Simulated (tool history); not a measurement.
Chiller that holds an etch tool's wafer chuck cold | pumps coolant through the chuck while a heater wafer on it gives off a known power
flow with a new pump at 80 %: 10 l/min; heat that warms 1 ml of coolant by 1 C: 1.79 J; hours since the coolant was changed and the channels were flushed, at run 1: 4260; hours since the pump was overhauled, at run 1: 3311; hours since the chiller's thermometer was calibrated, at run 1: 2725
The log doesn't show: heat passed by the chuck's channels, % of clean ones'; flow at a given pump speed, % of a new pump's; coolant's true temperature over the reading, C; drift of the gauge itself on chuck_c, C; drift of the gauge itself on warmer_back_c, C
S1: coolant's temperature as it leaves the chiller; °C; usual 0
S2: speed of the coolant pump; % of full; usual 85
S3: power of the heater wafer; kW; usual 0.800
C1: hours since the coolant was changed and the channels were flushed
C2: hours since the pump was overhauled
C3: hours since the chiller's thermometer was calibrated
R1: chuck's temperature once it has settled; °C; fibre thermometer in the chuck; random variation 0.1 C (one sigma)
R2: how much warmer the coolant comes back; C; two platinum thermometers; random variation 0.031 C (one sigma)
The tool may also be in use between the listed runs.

Run 1, day 0.000: usual settings; C1 4260; C2 3311; C3 2725. Result: R1 11.0 °C, R2 2.69 C.
Run 2, day 4.921: usual settings but S2 68 % of full; C1 4378; C2 3430; C3 2844. Result: R1 12.0 °C, R2 3.28 C.
Run 3, day 8.033: usual settings but S2 71 % of full; C1 4453; C2 3504; C3 2918. Result: R1 11.9 °C, R2 3.20 C.
Run 4, day 12.125: usual settings; C1 4551; C2 3602; C3 3017. Result: R1 10.9 °C, R2 2.64 C.
Run 5, day 16.100: usual settings; C1 4646; C2 3698; C3 3112. Result: R1 10.9 °C, R2 2.68 C.
Run 6, day 18.388: usual settings; C1 4701; C2 3753; C3 3167. Result: R1 11.0 °C, R2 2.66 C.
Run 7, day 20.804: usual settings; C1 4759; C2 3811; C3 3225. Result: R1 11.2 °C, R2 2.66 C.
Run 8, day 23.396: usual settings; C1 4821; C2 3873; C3 3287. Result: R1 11.1 °C, R2 2.71 C.
Run 9, day 27.062: usual settings; C1 4909; C2 3961; C3 3375. Result: R1 11.1 °C, R2 2.64 C.
Run 10, day 30.525: usual settings; C1 4993; C2 4044; C3 3458. Result: R1 10.9 °C, R2 2.65 C.
Run 11, day 34.567: usual settings but S1 -1 °C; C1 5090; C2 4141; C3 3555. Result: R1 10.3 °C, R2 2.72 C.
Run 12, day 38.525: usual settings but S1 -1 °C; C1 5185; C2 4236; C3 3650. Result: R1 10.1 °C, R2 2.69 C.
Run 13, day 43.433: usual settings but S1 -1 °C; C1 5302; C2 4354; C3 3768. Result: R1 10.2 °C, R2 2.70 C.
Run 14, day 46.108: usual settings; C1 5367; C2 4418; C3 3832. Result: R1 11.4 °C, R2 2.59 C.
Run 15, day 50.242: usual settings but S2 92 % of full, S3 1.155 kW; C1 5466; C2 4517; C3 3931. Result: R1 15.7 °C, R2 3.61 C.
Run 16, day 54.475: usual settings but S1 -4 °C, S2 61 % of full, S3 0.681 kW; C1 5567; C2 4619; C3 4033. Result: R1 7.3 °C, R2 3.13 C.
Run 17, day 58.696: usual settings but S2 69 % of full; C1 5669; C2 4720; C3 4134. Result: R1 12.7 °C, R2 3.32 C.
Run 18, day 60.725: usual settings but S2 69 % of full, S3 0.561 kW; C1 5717; C2 4769; C3 4183. Result: R1 8.8 °C, R2 2.35 C.
At day 62.212: coolant changed, channels flushed.
Run 19, day 63.038: usual settings but S2 69 % of full, S3 0.561 kW; C1 20; C2 4818; C3 4232. Result: R1 7.8 °C, R2 2.27 C.
Run 20, day 67.433: usual settings but S2 69 % of full, S3 0.561 kW; C1 125; C2 4924; C3 4338. Result: R1 7.9 °C, R2 2.28 C.
At day 68.983: chiller's thermometer calibrated.
Run 21, day 72.367: usual settings but S1 5 °C, S2 78 % of full, S3 1.130 kW; C1 243; C2 5041; C3 81. Result: R1 19.8 °C, R2 4.20 C.
Run 22, day 76.988: usual settings but S2 73 % of full, S3 0.693 kW; C1 354; C2 5152; C3 192. Result: R1 9.3 °C, R2 2.71 C.
Run 23, day 80.038: usual settings but S1 -2 °C, S2 87 % of full, S3 0.719 kW; C1 427; C2 5225; C3 265. Result: R1 7.0 °C, R2 2.40 C.
Run 24, day 84.733: usual settings but S1 9 °C, S2 96 % of full, S3 0.416 kW; C1 539; C2 5338; C3 378. Result: R1 14.0 °C, R2 1.23 C.
Run 25, day 87.525: usual settings but S1 -3 °C, S2 96 % of full, S3 0.416 kW; C1 607; C2 5405; C3 445. Result: R1 2.0 °C, R2 1.25 C.
Run 26, day 91.358: usual settings but S1 5 °C, S2 68 % of full, S3 0.416 kW; C1 698; C2 5497; C3 537. Result: R1 11.0 °C, R2 1.72 C.
Run 27, day 95.567: usual settings but S1 -10 °C, S2 74 % of full, S3 0.944 kW; C1 799; C2 5598; C3 638. Result: R1 2.9 °C, R2 3.66 C.

Forecast each of these 4 alternatives for the next run:
Run A, day 98.604: usual settings but S1 -6 °C, S2 68 % of full, S3 0.458 kW; C1 872; C2 5671; C3 711. Result: R1 ?, R2 ?.
Run B, day 98.604: usual settings but S1 -10 °C, S2 65 % of full, S3 0.808 kW; C1 872; C2 5671; C3 711. Result: R1 ?, R2 ?.
Run C, day 98.604: usual settings but S1 4 °C, S2 78 % of full, S3 0.435 kW; C1 872; C2 5671; C3 711. Result: R1 ?, R2 ?.
Run D, day 98.604: usual settings but S1 2 °C, S3 0.691 kW; C1 872; C2 5671; C3 711. Result: R1 ?, R2 ?.

run    R1    R2
  A   0.7  1.90
  B   1.7  3.59
  C   9.8  1.65
  D  11.0  2.38
Without the tool's hidden state the same runs would have given:
run    R1    R2
  A   0.3  1.76
  B   1.0  3.33
  C   9.5  1.54
  D  10.6  2.21
